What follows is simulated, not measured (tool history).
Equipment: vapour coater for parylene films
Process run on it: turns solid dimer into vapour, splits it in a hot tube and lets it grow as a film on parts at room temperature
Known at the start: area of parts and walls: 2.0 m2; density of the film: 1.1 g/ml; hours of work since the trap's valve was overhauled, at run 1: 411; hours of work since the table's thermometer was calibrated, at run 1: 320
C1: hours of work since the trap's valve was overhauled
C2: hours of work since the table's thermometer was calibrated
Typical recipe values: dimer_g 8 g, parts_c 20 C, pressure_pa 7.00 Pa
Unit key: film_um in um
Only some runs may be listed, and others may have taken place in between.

Run 1, day 0.000: usual settings; C1 411; C2 320. Result: film_um 2.21 um.
At day 2.904: trap's valve overhauled.
Run 2, day 2.921: usual settings but dimer_g 7 g; C1 0; C2 373. Result: film_um 2.19 um.
Run 3, day 6.142: usual settings but dimer_g 7 g; C1 62; C2 435. Result: film_um 2.11 um.
Run 4, day 8.883: usual settings but pressure_pa 8.72 Pa; C1 115; C2 488. Result: film_um 2.27 um.
Run 5, day 11.612: usual settings; C1 168; C2 540. Result: film_um 2.33 um.
Run 6, day 13.725: usual settings but pressure_pa 7.78 Pa; C1 208; C2 581. Result: film_um 2.21 um.
Run 7, day 15.725: usual settings but pressure_pa 7.78 Pa; C1 247; C2 620. Result: film_um 2.26 um.
Run 8, day 17.708: usual settings but pressure_pa 7.78 Pa; C1 285; C2 658. Result: film_um 2.18 um.
Run 9, day 20.512: usual settings but pressure_pa 7.78 Pa; C1 339; C2 712. Result: film_um 2.09 um.
Run 10, day 23.342: usual settings but dimer_g 5 g, pressure_pa 4.71 Pa; C1 394; C2 766. Result: film_um 1.51 um.
Run 11, day 26.112: usual settings but dimer_g 5 g, parts_c 30 C, pressure_pa 2.79 Pa; C1 447; C2 820. Result: film_um 1.02 um.
At day 27.054: trap's valve overhauled.
Run 12, day 28.612: usual settings but parts_c 13 C, pressure_pa 5.99 Pa; C1 30; C2 864. Result: film_um 3.32 um.

Consider 4 possible next runs. They are alternatives, not a sequence: every one starts from the tool as it was left by run 12. What does each give?
Run A, day 30.833: usual settings but parts_c 13 C, pressure_pa 3.55 Pa; C1 73; C2 907. Result: film_um ?.
Run B, day 30.833: usual settings but dimer_g 14 g, parts_c 23 C, pressure_pa 5.84 Pa; C1 73; C2 907. Result: film_um ?.
Run C, day 30.833: usual settings but dimer_g 11 g, parts_c 18 C; C1 73; C2 907. Result: film_um ?.
Run D, day 30.833: usual settings but dimer_g 6 g, pressure_pa 3.40 Pa; C1 73; C2 907. Result: film_um ?.

run  film_um
  A     3.49
  B     3.75
  C     3.52
  D     2.09
Take away the tool's hidden state, keep each run's random variation, and the runs would have read:
run  film_um
  A     3.56
  B     4.05
  C     3.80
  D     2.26
